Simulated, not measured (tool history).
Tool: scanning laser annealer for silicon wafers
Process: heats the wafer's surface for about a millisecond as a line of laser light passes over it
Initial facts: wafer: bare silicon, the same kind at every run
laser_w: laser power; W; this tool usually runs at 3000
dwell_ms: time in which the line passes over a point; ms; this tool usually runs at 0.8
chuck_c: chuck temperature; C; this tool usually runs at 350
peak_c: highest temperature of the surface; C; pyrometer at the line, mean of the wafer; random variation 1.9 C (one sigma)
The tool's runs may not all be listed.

run 1 hour=0 | laser_w=3000 dwell_ms=0.8 chuck_c=350 | peak_c=1040
run 2 hour=18.8 | laser_w=3000 dwell_ms=0.8 chuck_c=350 | peak_c=1042
run 3 hour=56.8 | laser_w=3000 dwell_ms=0.8 chuck_c=350 | peak_c=1038
run 4 hour=77.2 | laser_w=3000 dwell_ms=0.8 chuck_c=350 | peak_c=1034
run 5 hour=97.3 | laser_w=2734 dwell_ms=0.8 chuck_c=350 | peak_c=959
run 6 hour=118.5 | laser_w=3000 dwell_ms=0.8 chuck_c=382 | peak_c=1067
run 7 hour=138.6 | laser_w=3000 dwell_ms=0.8 chuck_c=372 | peak_c=1053
run 8 hour=171.1 | laser_w=3000 dwell_ms=0.783 chuck_c=350 | peak_c=1022
run 9 hour=200.2 | laser_w=3000 dwell_ms=0.841 chuck_c=350 | peak_c=1050
run 10 hour=230.4 | laser_w=2953 dwell_ms=0.841 chuck_c=350 | peak_c=1037
run 11 hour=250.3 | laser_w=2953 dwell_ms=0.841 chuck_c=350 | peak_c=1035
run 12 hour=269.5 | laser_w=3147 dwell_ms=0.841 chuck_c=350 | peak_c=1088
run 13 hour=315.3 | laser_w=3000 dwell_ms=0.8 chuck_c=350 | peak_c=1025
run 14 hour=338 | laser_w=3000 dwell_ms=0.8 chuck_c=350 | peak_c=1024
run 15 hour=360 | laser_w=2647 dwell_ms=0.894 chuck_c=350 | peak_c=953
-- hour=365.1 laser's power meter calibrated
run 16 hour=383.8 | laser_w=2647 dwell_ms=0.894 chuck_c=350 | peak_c=958
run 17 hour=420.2 | laser_w=2647 dwell_ms=0.894 chuck_c=350 | peak_c=955
run 18 hour=445.9 | laser_w=2621 dwell_ms=0.8 chuck_c=333 | peak_c=890
run 19 hour=473.5 | laser_w=2621 dwell_ms=0.8 chuck_c=333 | peak_c=894
run 20 hour=505.3 | laser_w=3006 dwell_ms=0.608 chuck_c=317 | peak_c=896
run 21 hour=541.7 | laser_w=3000 dwell_ms=0.8 chuck_c=345 | peak_c=1008
-- hour=557.4 window over the wafer cleaned
-- hour=586.1 laser's power meter calibrated, once more
run 22 hour=593 | laser_w=2765 dwell_ms=0.8 chuck_c=345 | peak_c=998
run 23 hour=617.8 | laser_w=2765 dwell_ms=0.8 chuck_c=345 | peak_c=996
run 24 hour=648.5 | laser_w=2765 dwell_ms=0.8 chuck_c=345 | peak_c=996
run 25 hour=673 | laser_w=3000 dwell_ms=0.903 chuck_c=375 | peak_c=1145
run 26 hour=691.6 | laser_w=3232 dwell_ms=0.651 chuck_c=350 | peak_c=1065

Here are 3 independent what-if runs from the current tool condition. What would each one return?
run A hour=714.8 | laser_w=3000 dwell_ms=0.888 chuck_c=327 | peak_c=?
run B hour=714.8 | laser_w=3000 dwell_ms=0.8 chuck_c=362 | peak_c=?
run C hour=714.8 | laser_w=3000 dwell_ms=0.937 chuck_c=334 | peak_c=?

run=A peak_c=1085
run=B peak_c=1083
run=C peak_c=1114
What these runs would have given with no unlogged condition in the tool:
run=A peak_c=1106
run=B peak_c=1103
run=C peak_c=1136
